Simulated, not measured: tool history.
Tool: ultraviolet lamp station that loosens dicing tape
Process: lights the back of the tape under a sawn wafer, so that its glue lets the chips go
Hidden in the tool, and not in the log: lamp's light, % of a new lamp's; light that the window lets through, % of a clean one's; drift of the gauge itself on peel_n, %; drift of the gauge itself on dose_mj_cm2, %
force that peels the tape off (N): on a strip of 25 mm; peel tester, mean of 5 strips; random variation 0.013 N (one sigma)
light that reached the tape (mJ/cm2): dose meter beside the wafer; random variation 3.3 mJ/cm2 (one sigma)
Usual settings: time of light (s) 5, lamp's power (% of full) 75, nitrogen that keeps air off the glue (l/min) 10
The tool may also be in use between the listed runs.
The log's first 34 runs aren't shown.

run    hour  time of light (s)  lamp's power (% of full)  nitrogen that keeps air off the glue (l/min)  hours of work of the lamp  hours of work since the window was cleaned  force that peels the tape off (N)  light that reached the tape (mJ/cm2)
 35  1212.6                  5                        75                                            12                        770                                         509                              1.240                                   346
 36  1251.8                  5                        91                                             3                        793                                         532                              2.082                                   420
 37  1275.8                  5                        70                                            10                        807                                         546                              1.649                                   314
 38  1318.3                  5                        92                                             3                        832                                         570                              2.203                                   409
 39  1358.2                  5                        92                                             3                        855                                         594                              2.146                                   401
 40  1405.9                  4                        80                                            11                        882                                         621                              1.989                                   274
 41  1430.1                  2                        75                                            10                        896                                         635                              4.964                                   123
 42  1474.2                  6                        75                                            10                        922                                         661                              1.202                                   376
     1498.1  -- window cleaned of glue's vapour
 43  1510.9                  2                        97                                             7                        943                                           7                              4.207                                   174

4 ways to go on from here, each from the tool as it stands after run 43. What would each give?
  A  1548.8                  2                        97                                             9                        965                                          29                                  ?                                     ?
  B  1548.8                  9                        85                                             4                        965                                          29                                  ?                                     ?
  C  1548.8                  6                        88                                            10                        965                                          29                                  ?                                     ?
  D  1548.8                 10                        64                                             9                        965                                          29                                  ?                                     ?

run  force that peels the tape off (N)  light that reached the tape (mJ/cm2)
  A                              4.031                                   171
  B                              0.678                                   669
  C                              0.760                                   458
  D                              0.546                                   561
Without the tool's hidden state the same runs would have given:
run  force that peels the tape off (N)  light that reached the tape (mJ/cm2)
  A                              2.313                                   269
  B                              0.274                                  1053
  C                              0.298                                   719
  D                              0.240                                   883

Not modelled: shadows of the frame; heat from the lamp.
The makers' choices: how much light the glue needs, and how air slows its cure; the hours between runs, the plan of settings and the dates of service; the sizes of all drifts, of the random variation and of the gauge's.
